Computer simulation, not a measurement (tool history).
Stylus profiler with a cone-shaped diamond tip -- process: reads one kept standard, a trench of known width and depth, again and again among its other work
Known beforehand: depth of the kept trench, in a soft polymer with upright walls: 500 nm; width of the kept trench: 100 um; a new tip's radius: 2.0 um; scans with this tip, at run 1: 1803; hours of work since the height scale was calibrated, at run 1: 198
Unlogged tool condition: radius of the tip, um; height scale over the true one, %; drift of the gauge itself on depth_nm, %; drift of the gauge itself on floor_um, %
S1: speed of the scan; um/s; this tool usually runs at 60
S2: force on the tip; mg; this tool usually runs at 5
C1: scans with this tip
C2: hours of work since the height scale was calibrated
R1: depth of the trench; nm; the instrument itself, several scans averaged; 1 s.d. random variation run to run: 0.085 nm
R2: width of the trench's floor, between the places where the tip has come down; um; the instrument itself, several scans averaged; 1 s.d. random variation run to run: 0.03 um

run     day   S1     S2    C1   C2      R1     R2
  1       0   60      5  1803  198   509.4  97.11
  2   1.212   23      5  1929  211  509.46  97.21
  3   2.275   23      5  2040  224  509.44   97.3
  4   3.304  228      5  2148  235  509.51  96.35
  5   4.425  228      5  2265  248  509.48  96.33
  6   5.571  228      5  2385  261  509.42  96.29
  7   6.758  228      5  2508  275  509.47  96.32
  8   7.333  228      5  2569  282  509.52  96.29
  9   7.967   52      5  2635  289  509.54  97.15
 10   8.608   52      5  2702  296  509.59   97.1
 11   9.229   60   2.52  2766  303  506.02  96.95
 12  10.512   60   2.52  2900  318     506  96.99
 13  11.754   60   2.52  3030  332  505.96  96.95
 14  12.767   60   2.52  3136  344  506.06  96.98
 15  14.058   22      5  3271  359  509.63  97.29
 16  15.442  138   2.63  3415  374   506.2  96.47
 17  16.562  138   2.63  3533  387  506.05  96.49
 18  17.442   54      5  3624  397  509.49  97.08
 19  18.171   54      5  3701  406  509.54  97.09
 20  19.242  189   2.92  3813  418  506.69  96.24
 21  20.617   21  12.88  3956  434  517.92  97.33
 22    21.4   60   1.69  4038  443  504.64  96.91

Estimate the outcome of run 23 from the log above:
 23  22.492  41  7.25  4152  455   ?   ?

R1: 512.11 nm
R2: 97.2 um
Without the tool's hidden state the same run would have given R1 512.11 nm, R2 97.2 um.
